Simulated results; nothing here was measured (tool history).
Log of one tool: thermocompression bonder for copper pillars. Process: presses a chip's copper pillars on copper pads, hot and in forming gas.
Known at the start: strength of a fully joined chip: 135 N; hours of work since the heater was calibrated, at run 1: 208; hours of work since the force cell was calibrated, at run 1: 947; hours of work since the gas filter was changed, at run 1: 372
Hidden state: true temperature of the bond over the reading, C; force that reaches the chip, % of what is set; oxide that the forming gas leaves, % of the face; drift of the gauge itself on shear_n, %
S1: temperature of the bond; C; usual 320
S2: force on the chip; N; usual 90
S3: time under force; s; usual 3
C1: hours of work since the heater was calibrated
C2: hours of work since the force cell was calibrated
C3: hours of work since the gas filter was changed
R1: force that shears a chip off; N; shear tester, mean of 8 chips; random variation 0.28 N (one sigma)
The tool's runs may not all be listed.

Run 1, day 0: usual settings; C1 208; C2 947; C3 372. Result: R1 49.8 N.
At day 0.708: force cell calibrated.
Run 2, day 1.425: usual settings but S3 2 s; C1 232; C2 13; C3 395. Result: R1 42.3 N.
Run 3, day 2.062: usual settings but S3 2 s; C1 243; C2 24; C3 406. Result: R1 42.3 N.
Run 4, day 3.258: usual settings but S3 2 s; C1 264; C2 45; C3 427. Result: R1 42.3 N.
Run 5, day 3.896: usual settings but S3 2 s; C1 275; C2 56; C3 439. Result: R1 42.4 N.
Run 6, day 5.329: usual settings but S3 2 s; C1 300; C2 81; C3 464. Result: R1 42.4 N.
Run 7, day 6.388: usual settings; C1 319; C2 99; C3 482. Result: R1 49.8 N.
At day 6.925: forming gas filter changed.
Run 8, day 7.35: usual settings but S1 323 C; C1 335; C2 116; C3 7. Result: R1 51 N.
Run 9, day 8.279: usual settings but S1 306 C, S2 117 N, S3 5 s; C1 351; C2 132; C3 24. Result: R1 65.5 N.
Run 10, day 9.462: usual settings but S1 345 C; C1 372; C2 153; C3 44. Result: R1 60.3 N.
Run 11, day 10.921: usual settings but S1 304 C, S3 8 s; C1 397; C2 178; C3 70. Result: R1 62.6 N.
Run 12, day 12.3: usual settings but S1 329 C, S2 81 N, S3 9 s; C1 422; C2 202; C3 94. Result: R1 73.6 N.
Run 13, day 13.325: usual settings but S1 295 C, S2 108 N, S3 2 s; C1 439; C2 220; C3 112. Result: R1 37.9 N.
Run 14, day 14.658: usual settings but S1 311 C, S2 67 N, S3 2 s; C1 463; C2 244; C3 135. Result: R1 30 N.

Forecast each of these 5 alternatives for the next run:
Run A, day 15.512: usual settings but S1 339 C, S2 54 N, S3 6 s; C1 478; C2 258; C3 150. Result: R1 ?.
Run B, day 15.512: usual settings but S1 311 C, S2 67 N, S3 6 s; C1 478; C2 258; C3 150. Result: R1 ?.
Run C, day 15.512: usual settings but S1 336 C, S2 106 N, S3 2 s; C1 478; C2 258; C3 150. Result: R1 ?.
Run D, day 15.512: usual settings but S3 4 s; C1 478; C2 258; C3 150. Result: R1 ?.
Run E, day 15.512: usual settings but S1 311 C, S2 57 N, S3 2 s; C1 478; C2 258; C3 150. Result: R1 ?.

run    R1
  A  50.4
  B  47.7
  C  54.5
  D  55.4
  E  25.6
Without the tool's hidden state the same runs would have given:
run    R1
  A  51.5
  B  48.7
  C  55.7
  D  56.6
  E  26.1
